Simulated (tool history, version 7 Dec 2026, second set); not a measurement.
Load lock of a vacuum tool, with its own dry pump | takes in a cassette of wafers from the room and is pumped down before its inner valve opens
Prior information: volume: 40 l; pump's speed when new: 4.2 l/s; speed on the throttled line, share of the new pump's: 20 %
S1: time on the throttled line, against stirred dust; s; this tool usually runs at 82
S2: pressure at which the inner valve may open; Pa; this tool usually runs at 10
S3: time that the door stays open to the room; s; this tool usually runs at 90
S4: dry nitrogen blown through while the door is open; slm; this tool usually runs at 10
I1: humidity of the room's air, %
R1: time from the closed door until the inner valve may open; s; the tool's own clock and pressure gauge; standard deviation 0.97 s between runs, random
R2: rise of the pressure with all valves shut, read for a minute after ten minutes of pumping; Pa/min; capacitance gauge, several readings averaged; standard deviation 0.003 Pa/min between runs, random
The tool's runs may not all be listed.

run    hour   S1  S2   S3  S4    I1     R1     R2
  1     0.0   82  10   90  10  44.5  180.2  0.073
  2   369.5   82  10   90  10  43.2  181.6  0.073
      393.4  -- dry pump taken out, an overhauled one fitted
  3   658.2   82  10   90  10  46.4  156.2  0.073
  4   973.0  140  10   90  10  46.3  200.8  0.076
  5  1250.9  140  10   90  10  44.1  203.3  0.080
  6  1672.0   82  15   90  10  46.2  152.2  0.080
  7  1975.0   82  10   90  10  43.9  158.5  0.075
  8  2289.8  162  10   90   8  44.3  223.0  0.086
  9  2581.0   53   7   90  20  46.6  140.8  0.085
 10  2788.3   53   7   90  20  42.7  140.5  0.078
 11  3054.9   53   7   90  20  44.4  140.7  0.084
 12  3281.5   82   8   90  10  42.9  162.5  0.084
 13  3488.4   97  10   90   9  45.6  172.4  0.091
 14  3832.0   70  19  238  10  45.9  145.6  0.104

Each row is a separate what-if for the run after 14, all from the same tool condition, not one after another. Results?
  A  4259.9  70  15  238  10  42.8   ?   ?
  B  4259.9  46   9  236  10  42.7   ?   ?
  C  4259.9  51  10  116  10  47.0   ?   ?
  D  4259.9  72   9   90  10  45.2   ?   ?

run     R1     R2
  A  148.2  0.104
  B  135.7  0.104
  C  138.0  0.098
  D  156.9  0.094
With no hidden state in the tool, these same runs would have given:
run     R1     R2
  A  140.1  0.039
  B  126.4  0.040
  C  129.0  0.034
  D  148.2  0.031
